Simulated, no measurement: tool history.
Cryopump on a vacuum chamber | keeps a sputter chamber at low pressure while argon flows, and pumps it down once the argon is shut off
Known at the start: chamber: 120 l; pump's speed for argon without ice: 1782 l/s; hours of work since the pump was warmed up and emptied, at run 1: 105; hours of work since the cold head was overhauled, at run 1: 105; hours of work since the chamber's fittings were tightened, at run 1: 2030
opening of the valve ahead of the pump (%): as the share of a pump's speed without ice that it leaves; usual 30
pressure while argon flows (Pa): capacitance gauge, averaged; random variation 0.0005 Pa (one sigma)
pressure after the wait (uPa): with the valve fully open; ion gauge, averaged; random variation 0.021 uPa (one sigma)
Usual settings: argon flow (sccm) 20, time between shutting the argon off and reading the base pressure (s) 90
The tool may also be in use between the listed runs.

run   hour  argon flow (sccm)  time between shutting the argon off and reading the base pressure (s)  opening of the valve ahead of the pump (%)  hours of work since the pump was warmed up and emptied  hours of work since the cold head was overhauled  hours of work since the chamber's fittings were tightened  pressure while argon flows (Pa)  pressure after the wait (uPa)
  1      0                 20                                                                     90                                          30                                                     105                                               105                                                       2030                            0.065                           0.96
  2   13.5                 20                                                                     90                                          30                                                     117                                               117                                                       2042                           0.0645                           0.87
  3   24.2                 20                                                                     90                                          30                                                     126                                               126                                                       2051                           0.0657                           0.91
  4   35.6                 20                                                                     90                                          30                                                     136                                               136                                                       2061                           0.0639                           0.95
  5   55.1                 20                                                                     90                                          15                                                     152                                               152                                                       2077                           0.1283                           0.91
  6   76.5                 20                                                                     35                                          30                                                     171                                               171                                                       2096                           0.0661                           1.49
  7   89.3                 20                                                                     35                                          30                                                     182                                               182                                                       2107                           0.0656                           1.49
  8  105.1                 20                                                                     35                                          30                                                     195                                               195                                                       2120                           0.0654                            1.5
  9  122.3                 20                                                                     35                                          30                                                     210                                               210                                                       2135                           0.0667                           1.49
 10  140.1                 20                                                                     90                                          30                                                     225                                               225                                                       2150                           0.0659                              1
 11  152.5                 20                                                                     90                                          30                                                     236                                               236                                                       2161                           0.0664                           0.97
 12  162.2                 21                                                                     90                                          30                                                     244                                               244                                                       2169                             0.07                           0.97
 13  171.4                 21                                                                     90                                          30                                                     252                                               252                                                       2177                           0.0694                           0.99
 14  185.7                 20                                                                     90                                          30                                                     264                                               264                                                       2189                           0.0654                           0.98
 15  202.2                 20                                                                     90                                          30                                                     279                                               279                                                       2204                           0.0665                           1.01
 16  217.6                 20                                                                     90                                          30                                                     292                                               292                                                       2217                           0.0664                           1.01
 17  235.6                 20                                                                     90                                          18                                                     307                                               307                                                       2232                           0.1087                           0.97
 18  255.9                 20                                                                     87                                          34                                                     325                                               325                                                       2250                           0.0594                           1.02
 19    276                 36                                                                     31                                          60                                                     342                                               342                                                       2267                            0.064                           1.72
 20  289.5                 34                                                                     87                                          37                                                     354                                               354                                                       2279                            0.094                           1.06
 21  298.8                 34                                                                     87                                          37                                                     362                                               362                                                       2287                           0.0948                           1.12
 22    320                 20                                                                     90                                          15                                                     380                                               380                                                       2305                           0.1304                           1.08
 23  340.5                 11                                                                     90                                          48                                                     397                                               397                                                       2322                           0.0247                           1.06
 24  351.9                 30                                                                     52                                          60                                                     407                                               407                                                       2332                           0.0544                           1.39
 25  365.8                 10                                                                     90                                          30                                                     419                                               419                                                       2344                           0.0347                            1.1
 26  388.1                 10                                                                     90                                          30                                                     438                                               438                                                       2363                           0.0338                           1.09
 27  409.1                 10                                                                     34                                          21                                                     456                                               456                                                       2381                           0.0484                           1.67
 28  425.8                 10                                                                     34                                          21                                                     471                                               471                                                       2396                           0.0486                           1.71
 29  436.2                 24                                                                     90                                          31                                                     480                                               480                                                       2405                           0.0804                           1.14
 30  450.7                 24                                                                     90                                          31                                                     492                                               492                                                       2417                           0.0813                           1.13
 31  473.1                 24                                                                     90                                          31                                                     511                                               511                                                       2436                            0.081                           1.16
 32  493.1                 16                                                                     90                                          30                                                     529                                               529                                                       2454                           0.0566                           1.19
 33  505.5                 14                                                                     87                                          16                                                     539                                               539                                                       2464                           0.0869                           1.18
     524.7  -- pump warmed up, emptied and cooled again
 34  529.1                 14                                                                     87                                          37                                                       4                                               555                                                       2480                           0.0361                           1.01

Measured less the same run without the tool's hidden state. The same run-to-run variation is in both; the gauge's scatter may not be:
The hidden state here: pump's speed, % of a pump's without ice; cold plate's temperature, K; leak into the chamber, uPa l/s; drift of the gauge itself on working_pa, %; drift of the gauge itself on base_upa, %.
run  pressure while argon flows (Pa)  pressure after the wait (uPa)
  1                          +0.0012                          +0.41
  2                          +0.0014                           +0.4
  3                          +0.0015                          +0.42
  4                          +0.0016                          +0.43
  5                          +0.0017                          +0.43
  6                          +0.0019                          +0.44
  7                          +0.0021                          +0.44
  8                          +0.0023                          +0.45
  9                          +0.0025                          +0.45
 10                          +0.0026                          +0.47
 11                          +0.0027                          +0.47
 12                           +0.003                          +0.48
 13                          +0.0031                          +0.48
 14                          +0.0031                          +0.48
 15                          +0.0033                           +0.5
 16                          +0.0035                          +0.51
 17                          +0.0036                          +0.49
 18                          +0.0039                          +0.54
 19                          +0.0075                          +0.53
 20                          +0.0074                          +0.55
 21                          +0.0076                          +0.56
 22                          +0.0047                          +0.57
 23                          +0.0028                          +0.57
 24                          +0.0078                          +0.59
 25                          +0.0027                          +0.59
 26                          +0.0028                           +0.6
 27                          +0.0029                          +0.61
 28                          +0.0031                          +0.63
 29                          +0.0076                          +0.63
 30                          +0.0079                          +0.64
 31                          +0.0082                          +0.65
 32                          +0.0058                          +0.69
 33                          +0.0051                          +0.68
 34                          +0.0002                          +0.46
